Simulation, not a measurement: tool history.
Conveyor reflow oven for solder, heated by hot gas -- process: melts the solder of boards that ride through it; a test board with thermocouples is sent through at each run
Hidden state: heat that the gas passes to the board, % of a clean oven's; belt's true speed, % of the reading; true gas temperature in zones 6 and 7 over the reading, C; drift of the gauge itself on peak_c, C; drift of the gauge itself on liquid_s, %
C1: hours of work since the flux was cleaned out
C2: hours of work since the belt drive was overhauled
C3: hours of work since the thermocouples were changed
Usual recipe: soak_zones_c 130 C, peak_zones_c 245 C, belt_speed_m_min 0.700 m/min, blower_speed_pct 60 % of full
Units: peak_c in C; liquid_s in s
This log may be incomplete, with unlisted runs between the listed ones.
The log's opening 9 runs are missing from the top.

Run 10, day 2.404: usual settings; C1 136; C2 217; C3 275. Result: peak_c 215.5 C, liquid_s 34.5 s.
Run 11, day 2.775: usual settings; C1 141; C2 221; C3 280. Result: peak_c 215.7 C, liquid_s 34.6 s.
Run 12, day 3.167: usual settings; C1 145; C2 226; C3 285. Result: peak_c 215.4 C, liquid_s 34.7 s.
Run 13, day 3.558: usual settings but soak_zones_c 120 C; C1 150; C2 231; C3 289. Result: peak_c 212.8 C, liquid_s 31.2 s.
Run 14, day 3.950: usual settings but soak_zones_c 139 C; C1 155; C2 236; C3 294. Result: peak_c 217.5 C, liquid_s 37.9 s.
Run 15, day 4.196: usual settings but soak_zones_c 139 C; C1 158; C2 239; C3 297. Result: peak_c 217.7 C, liquid_s 38.1 s.
At day 4.542: flux residue cleaned out of gas plates and filters.
Run 16, day 4.671: usual settings but soak_zones_c 120 C; C1 2; C2 242; C3 300. Result: peak_c 213.2 C, liquid_s 31.6 s.
Run 17, day 4.854: usual settings but soak_zones_c 117 C, peak_zones_c 254 C, belt_speed_m_min 0.741 m/min; C1 4; C2 244; C3 303. Result: peak_c 216.7 C, liquid_s 31.0 s.
Run 18, day 5.046: usual settings but peak_zones_c 234 C, belt_speed_m_min 0.741 m/min; C1 6; C2 247; C3 305. Result: peak_c 204.9 C, liquid_s 25.5 s.
Run 19, day 5.392: usual settings but soak_zones_c 117 C, peak_zones_c 234 C, belt_speed_m_min 0.698 m/min, blower_speed_pct 82 % of full; C1 10; C2 251; C3 309. Result: peak_c 213.7 C, liquid_s 32.4 s.
Run 20, day 5.700: usual settings but soak_zones_c 117 C, peak_zones_c 234 C, belt_speed_m_min 0.698 m/min, blower_speed_pct 82 % of full; C1 14; C2 255; C3 313. Result: peak_c 213.6 C, liquid_s 32.4 s.
Run 21, day 5.925: usual settings but peak_zones_c 260 C, belt_speed_m_min 0.805 m/min; C1 17; C2 257; C3 316. Result: peak_c 220.4 C, liquid_s 32.3 s.
Run 22, day 6.188: usual settings but soak_zones_c 117 C, belt_speed_m_min 0.753 m/min; C1 20; C2 261; C3 319. Result: peak_c 208.9 C, liquid_s 25.9 s.
Run 23, day 6.404: usual settings but soak_zones_c 118 C, belt_speed_m_min 0.667 m/min; C1 23; C2 263; C3 322. Result: peak_c 215.0 C, liquid_s 34.3 s.
Run 24, day 6.771: usual settings but peak_zones_c 258 C, blower_speed_pct 68 % of full; C1 27; C2 268; C3 326. Result: peak_c 230.8 C, liquid_s 42.6 s.
Run 25, day 6.929: usual settings but peak_zones_c 234 C, belt_speed_m_min 0.788 m/min; C1 29; C2 270; C3 328. Result: peak_c 202.0 C, liquid_s 21.6 s.
Run 26, day 7.158: usual settings but soak_zones_c 124 C, peak_zones_c 239 C, belt_speed_m_min 0.586 m/min, blower_speed_pct 66 % of full; C1 32; C2 273; C3 331. Result: peak_c 220.1 C, liquid_s 44.3 s.
Run 27, day 7.421: usual settings but belt_speed_m_min 0.668 m/min, blower_speed_pct 78 % of full; C1 35; C2 276; C3 334. Result: peak_c 225.6 C, liquid_s 42.8 s.
Run 28, day 7.625: usual settings but soak_zones_c 138 C, belt_speed_m_min 0.668 m/min, blower_speed_pct 84 % of full; C1 38; C2 278; C3 337. Result: peak_c 229.0 C, liquid_s 46.0 s.
Run 29, day 7.838: usual settings but soak_zones_c 126 C, peak_zones_c 243 C, belt_speed_m_min 0.668 m/min, blower_speed_pct 84 % of full; C1 41; C2 281; C3 340. Result: peak_c 225.2 C, liquid_s 42.1 s.
Run 30, day 8.125: usual settings but peak_zones_c 247 C, belt_speed_m_min 0.659 m/min, blower_speed_pct 68 % of full; C1 44; C2 284; C3 343. Result: peak_c 223.9 C, liquid_s 42.0 s.
Run 31, day 8.483: usual settings but soak_zones_c 122 C, peak_zones_c 254 C, belt_speed_m_min 0.762 m/min, blower_speed_pct 68 % of full; C1 49; C2 289; C3 347. Result: peak_c 221.2 C, liquid_s 33.5 s.

Branching from run 31: 4 alternative next runs. What would each branch give?
Run A, day 8.850: usual settings but soak_zones_c 129 C, belt_speed_m_min 0.607 m/min, blower_speed_pct 61 % of full; C1 53; C2 293; C3 352. Result: peak_c ?, liquid_s ?.
Run B, day 8.850: usual settings but peak_zones_c 254 C, belt_speed_m_min 0.733 m/min; C1 53; C2 293; C3 352. Result: peak_c ?, liquid_s ?.
Run C, day 8.850: usual settings but soak_zones_c 118 C, peak_zones_c 257 C, belt_speed_m_min 0.810 m/min, blower_speed_pct 68 % of full; C1 53; C2 293; C3 352. Result: peak_c ?, liquid_s ?.
Run D, day 8.850: usual settings but soak_zones_c 122 C, peak_zones_c 249 C, belt_speed_m_min 0.762 m/min, blower_speed_pct 59 % of full; C1 53; C2 293; C3 352. Result: peak_c ?, liquid_s ?.

run  peak_c  liquid_s
  A   222.3      45.1
  B   220.8      36.2
  C   219.1      30.0
  D   212.1      28.4
Take away the tool's hidden state, keep each run's random variation, and the runs would have read:
run  peak_c  liquid_s
  A   221.9      44.5
  B   220.3      35.7
  C   218.8      29.6
  D   211.7      27.9
